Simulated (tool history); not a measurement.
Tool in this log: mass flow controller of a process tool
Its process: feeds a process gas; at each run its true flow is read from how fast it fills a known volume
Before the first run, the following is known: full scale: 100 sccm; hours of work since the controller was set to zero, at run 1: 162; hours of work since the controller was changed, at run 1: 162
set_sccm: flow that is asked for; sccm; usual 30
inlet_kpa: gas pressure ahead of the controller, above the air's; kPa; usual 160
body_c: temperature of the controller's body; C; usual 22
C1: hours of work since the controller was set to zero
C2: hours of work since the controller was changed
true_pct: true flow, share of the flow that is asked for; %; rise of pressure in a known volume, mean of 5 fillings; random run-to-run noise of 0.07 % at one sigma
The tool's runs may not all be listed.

run 1 hour=0.0 | set_sccm=30 inlet_kpa=160 body_c=22 | C1=162 C2=162 | true_pct=98.06
run 2 hour=68.0 | set_sccm=30 inlet_kpa=160 body_c=22 | C1=199 C2=199 | true_pct=98.06
run 3 hour=162.7 | set_sccm=23 inlet_kpa=160 body_c=22 | C1=251 C2=251 | true_pct=98.08
run 4 hour=219.5 | set_sccm=30 inlet_kpa=181 body_c=22 | C1=282 C2=282 | true_pct=98.28
run 5 hour=278.6 | set_sccm=20 inlet_kpa=181 body_c=22 | C1=315 C2=315 | true_pct=98.20
run 6 hour=361.0 | set_sccm=30 inlet_kpa=160 body_c=22 | C1=360 C2=360 | true_pct=98.27
run 7 hour=441.9 | set_sccm=30 inlet_kpa=160 body_c=22 | C1=404 C2=404 | true_pct=98.22
run 8 hour=498.8 | set_sccm=30 inlet_kpa=266 body_c=22 | C1=435 C2=435 | true_pct=98.61
run 9 hour=591.8 | set_sccm=30 inlet_kpa=266 body_c=22 | C1=486 C2=486 | true_pct=98.82
run 10 hour=649.1 | set_sccm=30 inlet_kpa=160 body_c=26 | C1=518 C2=518 | true_pct=98.18
run 11 hour=709.0 | set_sccm=30 inlet_kpa=195 body_c=22 | C1=551 C2=551 | true_pct=98.57
run 12 hour=803.8 | set_sccm=30 inlet_kpa=195 body_c=22 | C1=603 C2=603 | true_pct=98.67
run 13 hour=849.9 | set_sccm=30 inlet_kpa=187 body_c=22 | C1=628 C2=628 | true_pct=98.55
run 14 hour=923.6 | set_sccm=30 inlet_kpa=160 body_c=31 | C1=668 C2=668 | true_pct=97.97
run 15 hour=971.6 | set_sccm=40 inlet_kpa=147 body_c=28 | C1=695 C2=695 | true_pct=98.38
run 16 hour=1057.8 | set_sccm=40 inlet_kpa=147 body_c=28 | C1=742 C2=742 | true_pct=98.46
run 17 hour=1148.4 | set_sccm=67 inlet_kpa=172 body_c=23 | C1=792 C2=792 | true_pct=99.50
run 18 hour=1247.3 | set_sccm=30 inlet_kpa=160 body_c=31 | C1=846 C2=846 | true_pct=98.29
run 19 hour=1345.3 | set_sccm=30 inlet_kpa=160 body_c=31 | C1=899 C2=899 | true_pct=98.38
run 20 hour=1437.6 | set_sccm=30 inlet_kpa=158 body_c=21 | C1=950 C2=950 | true_pct=99.00
run 21 hour=1500.4 | set_sccm=40 inlet_kpa=267 body_c=28 | C1=984 C2=984 | true_pct=99.01
run 22 hour=1590.5 | set_sccm=34 inlet_kpa=163 body_c=30 | C1=1034 C2=1034 | true_pct=98.52
run 23 hour=1646.6 | set_sccm=36 inlet_kpa=160 body_c=22 | C1=1065 C2=1065 | true_pct=99.19
run 24 hour=1724.5 | set_sccm=36 inlet_kpa=160 body_c=22 | C1=1107 C2=1107 | true_pct=99.00

Predict the results of run 25:
run 25 hour=1786.5 | set_sccm=30 inlet_kpa=194 body_c=37 | C1=1141 C2=1141 | true_pct=?

{"run 25": {"true_pct": 98.36}}
Were there no unlogged condition in the tool, this run, its random variation unchanged, would have produced true_pct 96.88 %.
